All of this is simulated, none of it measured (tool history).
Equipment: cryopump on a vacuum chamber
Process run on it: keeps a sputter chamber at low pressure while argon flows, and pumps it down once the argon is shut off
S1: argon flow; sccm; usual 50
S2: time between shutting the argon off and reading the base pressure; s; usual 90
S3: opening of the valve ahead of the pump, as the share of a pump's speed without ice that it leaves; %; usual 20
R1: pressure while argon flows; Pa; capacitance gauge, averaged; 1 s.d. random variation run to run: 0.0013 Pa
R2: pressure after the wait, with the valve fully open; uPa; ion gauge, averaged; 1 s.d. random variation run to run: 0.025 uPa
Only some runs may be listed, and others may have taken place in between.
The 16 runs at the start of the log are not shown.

run,hour,S1,S2,S3,R1,R2
17,629.2,49,90,20,0.306,1.07
18,656.7,49,90,20,0.307,1.05
19,681.9,49,90,20,0.3073,1.06
20,716.1,49,90,20,0.3074,1.04
21,750.5,49,90,20,0.3085,1.07
# hour 792: pump warmed up, emptied and cooled again
22,798.4,95,24,27,0.4253,3.16
23,832.9,45,90,17,0.3187,1.06
24,870.3,73,24,45,0.1999,3.14
25,916.8,73,24,45,0.2002,3.07
26,955.1,27,90,20,0.165,1.1
27,982.5,97,90,29,0.4088,1.06
28,1004.7,97,90,29,0.4159,1.11
29,1054,97,90,29,0.4198,1.1
30,1087.2,72,282,31,0.2926,0.56
31,1133.8,97,253,27,0.4525,0.63
32,1170.7,24,25,20,0.1501,3.14
33,1195.2,26,90,23,0.1423,1.14
34,1243.6,26,90,23,0.1427,1.14
35,1293.4,72,248,20,0.4573,0.74

Here are 3 independent what-if runs from the current tool condition. What would each one return?
# hour 1315.2: pump warmed up, emptied and cooled again
A,1343.5,72,248,16,?,?
# hour 1315.2: pump warmed up, emptied and cooled again
B,1343.5,46,142,18,?,?
# hour 1315.2: pump warmed up, emptied and cooled again
C,1343.5,78,22,31,?,?

run,R1,R2
A,0.5382,0.6
B,0.305,0.79
C,0.303,3.42
With no hidden state in the tool, these same runs would have given:
run,R1,R2
A,0.5353,0.49
B,0.3031,0.68
C,0.2998,3.32

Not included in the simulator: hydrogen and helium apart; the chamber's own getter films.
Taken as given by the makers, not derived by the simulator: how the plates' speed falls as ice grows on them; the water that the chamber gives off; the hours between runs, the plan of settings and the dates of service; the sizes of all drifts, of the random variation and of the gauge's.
